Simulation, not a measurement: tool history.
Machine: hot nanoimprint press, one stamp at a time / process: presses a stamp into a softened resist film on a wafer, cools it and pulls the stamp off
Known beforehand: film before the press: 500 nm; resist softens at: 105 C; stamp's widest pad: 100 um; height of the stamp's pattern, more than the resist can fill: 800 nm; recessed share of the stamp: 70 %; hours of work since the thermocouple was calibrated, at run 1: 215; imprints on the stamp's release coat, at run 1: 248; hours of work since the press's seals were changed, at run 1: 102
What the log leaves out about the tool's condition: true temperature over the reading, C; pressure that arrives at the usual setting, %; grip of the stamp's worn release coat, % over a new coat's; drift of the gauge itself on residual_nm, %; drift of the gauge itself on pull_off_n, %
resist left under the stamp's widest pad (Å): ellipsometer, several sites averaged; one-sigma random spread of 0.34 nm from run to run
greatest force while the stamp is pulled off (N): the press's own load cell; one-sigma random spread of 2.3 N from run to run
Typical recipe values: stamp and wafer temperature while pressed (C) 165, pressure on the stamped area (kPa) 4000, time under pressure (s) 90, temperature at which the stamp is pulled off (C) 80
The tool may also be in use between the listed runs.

run,hour,stamp and wafer temperature while pressed (C),pressure on the stamped area (kPa),time under pressure (s),temperature at which the stamp is pulled off (C),hours of work since the thermocouple was calibrated,imprints on the stamp's release coat,hours of work since the press's seals were changed,resist left under the stamp's widest pad (Å),greatest force while the stamp is pulled off (N)
1,0,165,4000,90,80,215,248,102,1905,192
2,10.6,156,4000,90,80,223,279,110,2714,193
3,24.2,177,4000,90,80,233,318,120,1181,196
4,39.4,177,4000,90,80,244,361,130,1177,199
5,53.9,165,4000,90,80,254,402,141,1891,197
6,62.2,165,4000,90,80,260,426,147,1895,198
7,73.1,165,4000,90,80,268,457,154,1889,200
8,91,165,4000,90,80,281,509,167,1884,201
9,107.4,165,4000,90,80,292,556,179,1893,207
# hour 117: plate thermocouple calibrated
10,125.5,165,4000,90,80,6,599,190,1965,214
11,143.5,171,6400,90,80,19,650,203,1238,212
12,159.9,156,4000,64,82,31,697,215,3123,198
13,169.4,156,4000,64,82,37,724,221,3124,207
14,187.1,177,4020,61,65,50,775,234,1450,298
15,203.4,159,2960,173,76,62,822,246,2168,246
16,222.7,159,2960,173,76,76,877,259,2167,238
17,237,171,2960,109,76,86,918,270,1611,249
18,251.6,171,2960,114,74,96,959,280,1577,256
19,263,161,2570,136,66,104,992,288,2312,302

Alternative continuations, all from the tool just after run 19; predict every row:
# hour 276.8: stamp cleaned and given a new release coat
A,278.3,174,4000,91,80,111,5,295,?,?
# hour 276.8: stamp cleaned and given a new release coat
B,278.3,173,2570,99,66,111,5,295,?,?
# hour 276.8: stamp cleaned and given a new release coat
C,278.3,169,4000,90,80,111,5,295,?,?

run,resist left under the stamp's widest pad (Å),greatest force while the stamp is pulled off (N)
A,1351,183
B,1656,246
C,1654,186
With no hidden state in the tool, these same runs would have given:
run,resist left under the stamp's widest pad (Å),greatest force while the stamp is pulled off (N)
A,1347,183
B,1654,246
C,1648,187

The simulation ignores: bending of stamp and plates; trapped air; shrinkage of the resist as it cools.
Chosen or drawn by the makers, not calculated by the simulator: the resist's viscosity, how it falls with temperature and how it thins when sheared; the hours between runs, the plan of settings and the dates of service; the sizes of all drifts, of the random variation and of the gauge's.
